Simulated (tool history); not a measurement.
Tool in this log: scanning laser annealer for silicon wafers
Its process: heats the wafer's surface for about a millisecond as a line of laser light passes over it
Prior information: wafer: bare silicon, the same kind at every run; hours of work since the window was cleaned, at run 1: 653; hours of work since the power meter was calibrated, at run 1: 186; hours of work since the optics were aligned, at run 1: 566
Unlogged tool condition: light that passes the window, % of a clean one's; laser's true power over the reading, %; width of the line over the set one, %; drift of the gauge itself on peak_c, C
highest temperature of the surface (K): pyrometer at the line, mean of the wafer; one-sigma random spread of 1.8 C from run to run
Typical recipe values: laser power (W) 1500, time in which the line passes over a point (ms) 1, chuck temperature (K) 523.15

run,hour,laser power (W),time in which the line passes over a point (ms),chuck temperature (K),hours of work since the window was cleaned,hours of work since the power meter was calibrated,hours of work since the optics were aligned,highest temperature of the surface (K)
1,0,1500,1,523.15,653,186,566,1202.15
2,18.6,1500,1,523.15,665,198,578,1204.15
3,28.6,1500,1,523.15,672,205,585,1201.15
4,42.5,1500,1,523.15,681,214,594,1201.15
5,52.7,1500,1,523.15,687,220,601,1202.15
6,66.6,1457,1,523.15,697,230,610,1179.15
7,81.3,1500,1,562.15,706,239,619,1241.15
8,90,1500,1,562.15,712,245,625,1241.15
9,99.1,1556,1,562.15,718,251,631,1269.15
10,108.2,1556,1,562.15,724,257,637,1270.15
11,126.2,1556,1,562.15,735,269,649,1267.15
12,141.3,1500,1,523.15,745,278,658,1201.15
13,151.7,1500,1,523.15,752,285,665,1200.15
14,170.3,1500,1,523.15,764,297,677,1198.15
15,183.3,1506,1.19,488.15,773,306,686,1237.15
16,192,1506,1.19,488.15,778,312,692,1236.15
17,202.1,1479,0.89,488.15,785,318,698,1108.15
18,212.9,1479,0.89,488.15,792,325,705,1107.15
19,226.3,1618,1.03,546.15,801,334,714,1297.15
20,234.3,1618,0.73,531.15,806,339,719,1146.15
# hour 243.1: optics aligned, line set to its width
21,248,1500,0.72,534.15,812,345,3,1097.15
22,259.1,1424,1.2,558.15,819,352,10,1268.15
23,276.8,1500,1.06,523.15,831,364,22,1227.15
24,284.6,1500,1.06,523.15,836,369,27,1223.15
25,299.2,1633,0.94,562.15,845,378,37,1284.15

Selected run-to-run steps in highest temperature of the surface (K), each split into two signed amounts: the part the tool would show with no hidden state at all (from settings, incoming material and random variation), and the remainder, which goes to the hidden state together with any gauge scatter not common to the measured and the hidden-state-free results:
Run 18 -> 19: laser power (W) 1479 -> 1618, time in which the line passes over a point (ms) 0.89 -> 1.03, chuck temperature (K) 488.15 -> 546.15. highest temperature of the surface (K) +190: hidden state -7, all else +197.
Run 20 -> 21: laser power (W) 1618 -> 1500, time in which the line passes over a point (ms) 0.73 -> 0.72, chuck temperature (K) 531.15 -> 534.15, optics aligned, line set to its width. highest temperature of the surface (K) -49: hidden state +9, all else -58.
Run 21 -> 22: laser power (W) 1500 -> 1424, time in which the line passes over a point (ms) 0.72 -> 1.2, chuck temperature (K) 534.15 -> 558.15. highest temperature of the surface (K) +171: hidden state -8, all else +179.
